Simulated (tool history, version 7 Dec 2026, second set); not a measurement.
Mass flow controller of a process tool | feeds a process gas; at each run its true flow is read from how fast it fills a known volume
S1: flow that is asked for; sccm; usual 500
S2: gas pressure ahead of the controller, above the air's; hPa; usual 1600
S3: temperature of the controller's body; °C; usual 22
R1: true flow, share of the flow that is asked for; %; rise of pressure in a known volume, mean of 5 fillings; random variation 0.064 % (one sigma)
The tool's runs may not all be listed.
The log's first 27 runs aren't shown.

run    hour   S1    S2  S3      R1
 28  3939.5  165  1680  39  100.04
 29  4109.2  165  1680  39  100.01
 30  4321.2  128  1810  34   100.4
 31  4437.3  928  1760  22   101.6
 32  4552.6  928  1760  22  101.64
 33  4722.7  928  1760  22  101.72
     4837.4  -- gauge calibrated
 34  4873.1  500  2710  22  100.19
 35  4990.1  500  2710  22  100.18
 36    5176  196  1600  20   99.38
 37    5388  190  1600  28   98.85
 38  5492.3  500  2510  29   99.98
 39    5675  500  2510  29  100.11
 40  5873.5  500  2510  29  100.03
 41  6001.8  218  2120  30   99.61
 42  6091.3  218  2120  30   99.67
 43  6196.8  218  2120  20  100.04
 44  6323.5  218  2120  20  100.11
 45  6504.8  352  2780  21  100.68
 46  6603.1  352  2780  21  100.64

5 ways to go on from here, each from the tool as it stands after run 46. What would each give?
  A  6802.7  352  1630  21   ?
  B  6802.7  106  2140  32   ?
  C  6802.7  500  2080  22   ?
  D  6802.7  500  1410  22   ?
  E  6802.7  352  1530  21   ?

run      R1
  A   99.93
  B   99.64
  C  100.39
  D   99.96
  E  100.05
Without the tool's hidden state the same runs would have given:
run     R1
  A  99.18
  B  98.91
  C  99.63
  D  99.19
  E  99.29
